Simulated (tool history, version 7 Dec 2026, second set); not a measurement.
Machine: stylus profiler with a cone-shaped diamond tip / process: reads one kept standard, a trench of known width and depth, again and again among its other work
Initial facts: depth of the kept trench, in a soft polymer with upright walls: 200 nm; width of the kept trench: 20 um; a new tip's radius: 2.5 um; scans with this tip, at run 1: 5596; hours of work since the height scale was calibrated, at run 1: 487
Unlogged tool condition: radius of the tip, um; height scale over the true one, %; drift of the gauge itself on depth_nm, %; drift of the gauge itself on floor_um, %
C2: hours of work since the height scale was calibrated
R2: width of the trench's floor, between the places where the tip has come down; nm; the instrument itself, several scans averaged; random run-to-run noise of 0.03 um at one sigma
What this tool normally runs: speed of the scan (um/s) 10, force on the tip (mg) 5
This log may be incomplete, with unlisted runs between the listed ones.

run 1 hour=0 | speed_of_the_scan_(um/s)=10 force_on_the_tip_(mg)=5 | scans_with_this_tip=5596 C2=487 | depth_of_the_trench_(nm)=201.76 R2=17970
run 2 hour=101.6 | speed_of_the_scan_(um/s)=10 force_on_the_tip_(mg)=5 | scans_with_this_tip=6397 C2=556 | depth_of_the_trench_(nm)=201.62 R2=17970
run 3 hour=195.5 | speed_of_the_scan_(um/s)=10 force_on_the_tip_(mg)=5 | scans_with_this_tip=7137 C2=621 | depth_of_the_trench_(nm)=201.75 R2=18040
run 4 hour=281.2 | speed_of_the_scan_(um/s)=10 force_on_the_tip_(mg)=5 | scans_with_this_tip=7813 C2=680 | depth_of_the_trench_(nm)=201.73 R2=17990
run 5 hour=327.8 | speed_of_the_scan_(um/s)=10 force_on_the_tip_(mg)=5 | scans_with_this_tip=8180 C2=712 | depth_of_the_trench_(nm)=201.72 R2=18000
-- hour=414 new tip fitted, height scale calibrated
run 6 hour=429.6 | speed_of_the_scan_(um/s)=10 force_on_the_tip_(mg)=5 | scans_with_this_tip=123 C2=11 | depth_of_the_trench_(nm)=201.7 R2=18030
run 7 hour=503.8 | speed_of_the_scan_(um/s)=10 force_on_the_tip_(mg)=5 | scans_with_this_tip=707 C2=62 | depth_of_the_trench_(nm)=201.72 R2=18030
run 8 hour=549.8 | speed_of_the_scan_(um/s)=10 force_on_the_tip_(mg)=1.97 | scans_with_this_tip=1070 C2=93 | depth_of_the_trench_(nm)=200.93 R2=18010
run 9 hour=629.5 | speed_of_the_scan_(um/s)=38 force_on_the_tip_(mg)=5.41 | scans_with_this_tip=1699 C2=148 | depth_of_the_trench_(nm)=201.78 R2=17990
run 10 hour=735.1 | speed_of_the_scan_(um/s)=19 force_on_the_tip_(mg)=4.46 | scans_with_this_tip=2531 C2=220 | depth_of_the_trench_(nm)=201.55 R2=17980
run 11 hour=799.4 | speed_of_the_scan_(um/s)=19 force_on_the_tip_(mg)=4.46 | scans_with_this_tip=3037 C2=264 | depth_of_the_trench_(nm)=201.59 R2=17960
run 12 hour=853.8 | speed_of_the_scan_(um/s)=14 force_on_the_tip_(mg)=8.44 | scans_with_this_tip=3466 C2=302 | depth_of_the_trench_(nm)=202.42 R2=18000

Each row is a separate what-if for the run after 12, all from the same tool condition, not one after another. Results?
run A hour=950.1 | speed_of_the_scan_(um/s)=33 force_on_the_tip_(mg)=2.55 | scans_with_this_tip=4226 C2=368 | depth_of_the_trench_(nm)=? R2=?
run B hour=950.1 | speed_of_the_scan_(um/s)=7 force_on_the_tip_(mg)=3.14 | scans_with_this_tip=4226 C2=368 | depth_of_the_trench_(nm)=? R2=?
run C hour=950.1 | speed_of_the_scan_(um/s)=20 force_on_the_tip_(mg)=3.19 | scans_with_this_tip=4226 C2=368 | depth_of_the_trench_(nm)=? R2=?
run D hour=950.1 | speed_of_the_scan_(um/s)=7 force_on_the_tip_(mg)=5 | scans_with_this_tip=4226 C2=368 | depth_of_the_trench_(nm)=? R2=?
run E hour=950.1 | speed_of_the_scan_(um/s)=10 force_on_the_tip_(mg)=2.15 | scans_with_this_tip=4226 C2=368 | depth_of_the_trench_(nm)=? R2=?

run=A depth_of_the_trench_(nm)=201.14 R2=17920
run=B depth_of_the_trench_(nm)=201.25 R2=18040
run=C depth_of_the_trench_(nm)=201.33 R2=18020
run=D depth_of_the_trench_(nm)=201.81 R2=18020
run=E depth_of_the_trench_(nm)=200.99 R2=18000
Stripped of hidden state, with their random variation kept, the same runs would have yielded:
run=A depth_of_the_trench_(nm)=201.13 R2=17930
run=B depth_of_the_trench_(nm)=201.25 R2=18050
run=C depth_of_the_trench_(nm)=201.33 R2=18040
run=D depth_of_the_trench_(nm)=201.81 R2=18040
run=E depth_of_the_trench_(nm)=200.99 R2=18020

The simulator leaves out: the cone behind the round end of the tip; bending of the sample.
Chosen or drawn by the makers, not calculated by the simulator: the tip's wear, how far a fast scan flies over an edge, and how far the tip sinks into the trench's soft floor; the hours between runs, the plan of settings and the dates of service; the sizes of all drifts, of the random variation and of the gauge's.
